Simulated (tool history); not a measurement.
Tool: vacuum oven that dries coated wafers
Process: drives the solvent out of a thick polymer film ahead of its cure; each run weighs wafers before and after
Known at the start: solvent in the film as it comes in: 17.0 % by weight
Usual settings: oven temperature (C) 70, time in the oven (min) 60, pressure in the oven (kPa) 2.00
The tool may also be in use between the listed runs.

Run 1, hour 0.0: usual settings. Result: solvent left in the film (%) 2.25.
Run 2, hour 16.9: usual settings. Result: solvent left in the film (%) 2.27.
Run 3, hour 40.7: usual settings. Result: solvent left in the film (%) 2.26.
Run 4, hour 65.6: usual settings but pressure in the oven (kPa) 2.48. Result: solvent left in the film (%) 2.49.
Run 5, hour 83.0: usual settings but oven temperature (C) 68. Result: solvent left in the film (%) 2.78.
Run 6, hour 110.0: usual settings but oven temperature (C) 68. Result: solvent left in the film (%) 2.74.
Run 7, hour 134.4: usual settings but oven temperature (C) 78. Result: solvent left in the film (%) 1.06.
Run 8, hour 158.7: usual settings but oven temperature (C) 78. Result: solvent left in the film (%) 1.05.
Run 9, hour 174.7: usual settings. Result: solvent left in the film (%) 2.26.
Run 10, hour 187.3: usual settings but time in the oven (min) 34. Result: solvent left in the film (%) 4.30.
Run 11, hour 205.6: usual settings but time in the oven (min) 34. Result: solvent left in the film (%) 4.31.
Run 12, hour 234.7: usual settings but pressure in the oven (kPa) 3.52. Result: solvent left in the film (%) 3.00.
Run 13, hour 261.3: usual settings but pressure in the oven (kPa) 2.61. Result: solvent left in the film (%) 2.55.
Run 14, hour 281.4: usual settings but pressure in the oven (kPa) 2.61. Result: solvent left in the film (%) 2.56.
Run 15, hour 300.3: usual settings but pressure in the oven (kPa) 2.61. Result: solvent left in the film (%) 2.56.
Run 16, hour 316.6: usual settings but pressure in the oven (kPa) 2.61. Result: solvent left in the film (%) 2.57.
Run 17, hour 333.0: usual settings but pressure in the oven (kPa) 2.61. Result: solvent left in the film (%) 2.55.
Run 18, hour 350.9: usual settings but pressure in the oven (kPa) 2.61. Result: solvent left in the film (%) 2.55.
Run 19, hour 374.6: usual settings but time in the oven (min) 105, pressure in the oven (kPa) 2.61. Result: solvent left in the film (%) 1.71.
Run 20, hour 393.0: usual settings but oven temperature (C) 62, time in the oven (min) 64, pressure in the oven (kPa) 2.91. Result: solvent left in the film (%) 4.95.

The next listed run, before its measurement:
Run 21, hour 407.8: usual settings but oven temperature (C) 62, time in the oven (min) 64, pressure in the oven (kPa) 6.51. Result: solvent left in the film (%) ?.

Run 21 gave solvent left in the film (%) 7.15.
Without the tool's hidden state the same run would have given solvent left in the film (%) 7.25.
